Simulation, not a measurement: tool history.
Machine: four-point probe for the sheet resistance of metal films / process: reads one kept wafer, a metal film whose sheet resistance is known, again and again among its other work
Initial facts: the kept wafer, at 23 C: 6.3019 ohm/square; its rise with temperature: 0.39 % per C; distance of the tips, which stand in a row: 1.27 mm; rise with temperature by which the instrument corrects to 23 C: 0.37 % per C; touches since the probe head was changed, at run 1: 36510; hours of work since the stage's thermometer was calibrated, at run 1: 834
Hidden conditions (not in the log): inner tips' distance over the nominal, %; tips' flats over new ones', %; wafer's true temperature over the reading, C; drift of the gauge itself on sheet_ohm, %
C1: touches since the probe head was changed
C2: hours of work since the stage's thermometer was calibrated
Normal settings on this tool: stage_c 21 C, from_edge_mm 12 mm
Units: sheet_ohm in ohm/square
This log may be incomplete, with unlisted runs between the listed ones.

run 1 hour=0.0 | stage_c=21 from_edge_mm=12 | C1=36510 C2=834 | sheet_ohm=6.338960
run 2 hour=20.2 | stage_c=21 from_edge_mm=12 | C1=37026 C2=846 | sheet_ohm=6.336933
run 3 hour=52.6 | stage_c=21 from_edge_mm=12 | C1=37853 C2=867 | sheet_ohm=6.339335
run 4 hour=77.3 | stage_c=21 from_edge_mm=12 | C1=38485 C2=882 | sheet_ohm=6.336276
run 5 hour=107.8 | stage_c=19 from_edge_mm=12 | C1=39265 C2=901 | sheet_ohm=6.334430
run 6 hour=126.0 | stage_c=33 from_edge_mm=12 | C1=39729 C2=913 | sheet_ohm=6.349957
run 7 hour=155.6 | stage_c=33 from_edge_mm=70 | C1=40485 C2=931 | sheet_ohm=6.313905
run 8 hour=177.5 | stage_c=21 from_edge_mm=74 | C1=41046 C2=945 | sheet_ohm=6.304029
run 9 hour=193.8 | stage_c=21 from_edge_mm=74 | C1=41464 C2=956 | sheet_ohm=6.303008
run 10 hour=210.7 | stage_c=21 from_edge_mm=74 | C1=41894 C2=966 | sheet_ohm=6.299377
run 11 hour=235.3 | stage_c=21 from_edge_mm=74 | C1=42524 C2=982 | sheet_ohm=6.302102
run 12 hour=255.9 | stage_c=21 from_edge_mm=7 | C1=43049 C2=995 | sheet_ohm=6.408312
run 13 hour=281.1 | stage_c=20 from_edge_mm=25 | C1=43693 C2=1011 | sheet_ohm=6.307437
run 14 hour=317.4 | stage_c=20 from_edge_mm=12 | C1=44621 C2=1033 | sheet_ohm=6.333453
run 15 hour=342.9 | stage_c=20 from_edge_mm=12 | C1=45274 C2=1050 | sheet_ohm=6.337044
run 16 hour=371.3 | stage_c=21 from_edge_mm=42 | C1=45998 C2=1067 | sheet_ohm=6.304585
run 17 hour=394.7 | stage_c=23 from_edge_mm=20 | C1=46596 C2=1082 | sheet_ohm=6.313494
run 18 hour=424.4 | stage_c=29 from_edge_mm=68 | C1=47356 C2=1101 | sheet_ohm=6.309479
run 19 hour=451.0 | stage_c=29 from_edge_mm=68 | C1=48036 C2=1118 | sheet_ohm=6.309663
run 20 hour=479.8 | stage_c=29 from_edge_mm=68 | C1=48772 C2=1136 | sheet_ohm=6.306535
run 21 hour=510.4 | stage_c=21 from_edge_mm=7 | C1=49554 C2=1155 | sheet_ohm=6.412180
run 22 hour=545.6 | stage_c=23 from_edge_mm=4 | C1=50454 C2=1177 | sheet_ohm=6.624094
run 23 hour=568.2 | stage_c=23 from_edge_mm=4 | C1=51030 C2=1191 | sheet_ohm=6.625764

What if the next run were any one of these 4? Each begins from the tool's condition after run 23:
run A hour=595.0 | stage_c=23 from_edge_mm=12 | C1=51716 C2=1208 | sheet_ohm=?
run B hour=595.0 | stage_c=22 from_edge_mm=3 | C1=51716 C2=1208 | sheet_ohm=?
run C hour=595.0 | stage_c=21 from_edge_mm=65 | C1=51716 C2=1208 | sheet_ohm=?
run D hour=595.0 | stage_c=29 from_edge_mm=8 | C1=51716 C2=1208 | sheet_ohm=?

run=A sheet_ohm=6.339374
run=B sheet_ohm=6.851665
run=C sheet_ohm=6.301563
run=D sheet_ohm=6.392785
The same runs, with their run-to-run variation unchanged, on a tool lacking any hidden condition would have given:
run=A sheet_ohm=6.339162
run=B sheet_ohm=6.851436
run=C sheet_ohm=6.301352
run=D sheet_ohm=6.392573
